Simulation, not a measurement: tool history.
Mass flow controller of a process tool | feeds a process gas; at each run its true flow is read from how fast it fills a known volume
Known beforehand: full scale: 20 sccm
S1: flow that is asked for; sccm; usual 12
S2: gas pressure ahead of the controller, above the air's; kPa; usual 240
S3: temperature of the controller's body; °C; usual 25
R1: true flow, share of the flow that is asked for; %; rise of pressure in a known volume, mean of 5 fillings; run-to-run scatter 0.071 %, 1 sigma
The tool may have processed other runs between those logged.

Run 1, hour 0: usual settings. Result: R1 99.39 %.
Run 2, hour 60.4: usual settings. Result: R1 99.55 %.
Run 3, hour 131.3: usual settings. Result: R1 99.54 %.
Run 4, hour 181.8: usual settings. Result: R1 99.55 %.
Run 5, hour 223: usual settings. Result: R1 99.5 %.
Run 6, hour 288.6: usual settings. Result: R1 99.37 %.
Run 7, hour 344.3: usual settings. Result: R1 99.64 %.
Run 8, hour 390.9: usual settings. Result: R1 99.5 %.
Run 9, hour 475.6: usual settings. Result: R1 99.35 %.
Run 10, hour 543.1: usual settings. Result: R1 99.56 %.
Run 11, hour 624.5: usual settings but S3 39 °C. Result: R1 98.23 %.
Run 12, hour 661.5: usual settings. Result: R1 99.53 %.
Run 13, hour 734.7: usual settings. Result: R1 99.45 %.
Run 14, hour 811.8: usual settings. Result: R1 99.56 %.
Run 15, hour 891.7: usual settings but S1 2 sccm, S2 189 kPa, S3 23 °C. Result: R1 98.88 %.
Run 16, hour 956.9: usual settings but S1 2 sccm, S2 189 kPa, S3 23 °C. Result: R1 98.97 %.
Run 17, hour 999.2: usual settings but S1 2 sccm, S2 191 kPa, S3 23 °C. Result: R1 98.74 %.
Run 18, hour 1079.7: usual settings but S1 19 sccm, S2 218 kPa. Result: R1 99.91 %.
Run 19, hour 1145.5: usual settings but S1 7 sccm, S2 186 kPa, S3 32 °C. Result: R1 98.55 %.
Run 20, hour 1218.3: usual settings but S1 7 sccm, S2 163 kPa, S3 30 °C. Result: R1 98.45 %.
Run 21, hour 1261.8: usual settings but S1 7 sccm, S2 163 kPa, S3 30 °C. Result: R1 98.59 %.
Run 22, hour 1305.7: usual settings but S1 3 sccm, S2 212 kPa, S3 30 °C. Result: R1 98.41 %.
Run 23, hour 1343.7: usual settings but S1 3 sccm, S2 212 kPa, S3 30 °C. Result: R1 98.44 %.
Run 24, hour 1417.4: usual settings but S1 3 sccm, S2 212 kPa, S3 30 °C. Result: R1 98.31 %.
Run 25, hour 1502: usual settings but S1 4 sccm, S2 212 kPa, S3 32 °C. Result: R1 98.28 %.
Run 26, hour 1550.7: usual settings but S1 4 sccm, S2 212 kPa, S3 32 °C. Result: R1 98.34 %.
Run 27, hour 1627.9: usual settings but S1 4 sccm, S2 212 kPa, S3 32 °C. Result: R1 98.33 %.
Run 28, hour 1705.1: usual settings but S1 6 sccm, S3 22 °C. Result: R1 99.3 %.

4 options for the next run, each taken on its own from the tool as it stands now. Forecast them:
Run A, hour 1751.4: usual settings but S1 5 sccm, S2 160 kPa, S3 22 °C. Result: R1 ?.
Run B, hour 1751.4: usual settings but S1 16 sccm, S2 144 kPa, S3 31 °C. Result: R1 ?.
Run C, hour 1751.4: usual settings but S1 16 sccm, S2 160 kPa. Result: R1 ?.
Run D, hour 1751.4: usual settings but S1 4 sccm, S2 254 kPa. Result: R1 ?.

run     R1
  A  99.15
  B  98.92
  C  99.56
  D  98.83
With no hidden state in the tool, these same runs would have given:
run     R1
  A  99.14
  B  98.92
  C  99.55
  D  98.82
